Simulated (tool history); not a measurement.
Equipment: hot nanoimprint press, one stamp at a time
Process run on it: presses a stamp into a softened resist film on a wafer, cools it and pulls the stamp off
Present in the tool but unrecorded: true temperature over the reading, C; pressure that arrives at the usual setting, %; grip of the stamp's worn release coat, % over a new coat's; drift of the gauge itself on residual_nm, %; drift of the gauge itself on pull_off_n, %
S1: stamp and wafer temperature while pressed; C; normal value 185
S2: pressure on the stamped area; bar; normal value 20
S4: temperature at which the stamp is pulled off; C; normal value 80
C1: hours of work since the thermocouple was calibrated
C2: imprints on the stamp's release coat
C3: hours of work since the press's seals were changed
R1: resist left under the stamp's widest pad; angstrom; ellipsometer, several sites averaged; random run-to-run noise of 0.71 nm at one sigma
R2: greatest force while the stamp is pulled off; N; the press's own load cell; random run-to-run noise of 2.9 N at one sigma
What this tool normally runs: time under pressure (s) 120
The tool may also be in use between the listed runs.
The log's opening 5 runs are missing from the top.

{"run": 6, "day": 10.683, "S1": 185, "S2": 20, "time under pressure (s)": 68, "S4": 80, "C1": 357, "C2": 779, "C3": 932, "R1": 1952, "R2": 186}
{"run": 7, "day": 11.933, "S1": 185, "S2": 20, "time under pressure (s)": 68, "S4": 80, "C1": 375, "C2": 895, "C3": 949, "R1": 1965, "R2": 185}
{"day": 12.633, "done": "plate thermocouple calibrated"}
{"run": 8, "day": 13.908, "S1": 185, "S2": 20, "time under pressure (s)": 120, "S4": 66, "C1": 18, "C2": 1068, "C3": 975, "R1": 1586, "R2": 251}
{"run": 9, "day": 15.925, "S1": 185, "S2": 20, "time under pressure (s)": 120, "S4": 66, "C1": 46, "C2": 1256, "C3": 1003, "R1": 1575, "R2": 255}
{"day": 18.412, "done": "press's hydraulic seals changed and the load cell set to zero"}
{"run": 10, "day": 18.95, "S1": 185, "S2": 20, "time under pressure (s)": 120, "S4": 80, "C1": 83, "C2": 1507, "C3": 7, "R1": 1587, "R2": 186}
{"day": 20.329, "done": "stamp cleaned and given a new release coat"}
{"run": 11, "day": 20.858, "S1": 185, "S2": 20, "time under pressure (s)": 120, "S4": 80, "C1": 107, "C2": 49, "C3": 31, "R1": 1589, "R2": 184}
{"run": 12, "day": 22.479, "S1": 185, "S2": 20, "time under pressure (s)": 120, "S4": 69, "C1": 129, "C2": 200, "C3": 53, "R1": 1572, "R2": 236}
{"run": 13, "day": 24.438, "S1": 185, "S2": 20, "time under pressure (s)": 120, "S4": 69, "C1": 156, "C2": 383, "C3": 81, "R1": 1586, "R2": 239}
{"run": 14, "day": 27.012, "S1": 185, "S2": 20, "time under pressure (s)": 120, "S4": 69, "C1": 192, "C2": 623, "C3": 116, "R1": 1569, "R2": 235}
{"run": 15, "day": 29.696, "S1": 185, "S2": 15.2, "time under pressure (s)": 120, "S4": 80, "C1": 230, "C2": 873, "C3": 154, "R1": 1814, "R2": 186}
{"run": 16, "day": 32.142, "S1": 185, "S2": 15.2, "time under pressure (s)": 120, "S4": 80, "C1": 264, "C2": 1101, "C3": 188, "R1": 1812, "R2": 183}
{"run": 17, "day": 33.85, "S1": 185, "S2": 20, "time under pressure (s)": 120, "S4": 67, "C1": 288, "C2": 1261, "C3": 212, "R1": 1583, "R2": 250}
{"run": 18, "day": 36.158, "S1": 185, "S2": 20, "time under pressure (s)": 120, "S4": 67, "C1": 320, "C2": 1476, "C3": 244, "R1": 1583, "R2": 244}

Run 19 comes next. What will it give?
{"day": 37.996, "done": "stamp cleaned and given a new release coat"}
{"run": 19, "day": 38.8, "S1": 179, "S2": 15.9, "time under pressure (s)": 232, "S4": 81, "C1": 353, "C2": 75, "C3": 277, "R1": "?", "R2": "?"}

For run 19 the tool returned R1 1779 angstrom, R2 177 N.
The same run, on a tool lacking any hidden state, would have yielded R1 1795 angstrom, R2 177 N.

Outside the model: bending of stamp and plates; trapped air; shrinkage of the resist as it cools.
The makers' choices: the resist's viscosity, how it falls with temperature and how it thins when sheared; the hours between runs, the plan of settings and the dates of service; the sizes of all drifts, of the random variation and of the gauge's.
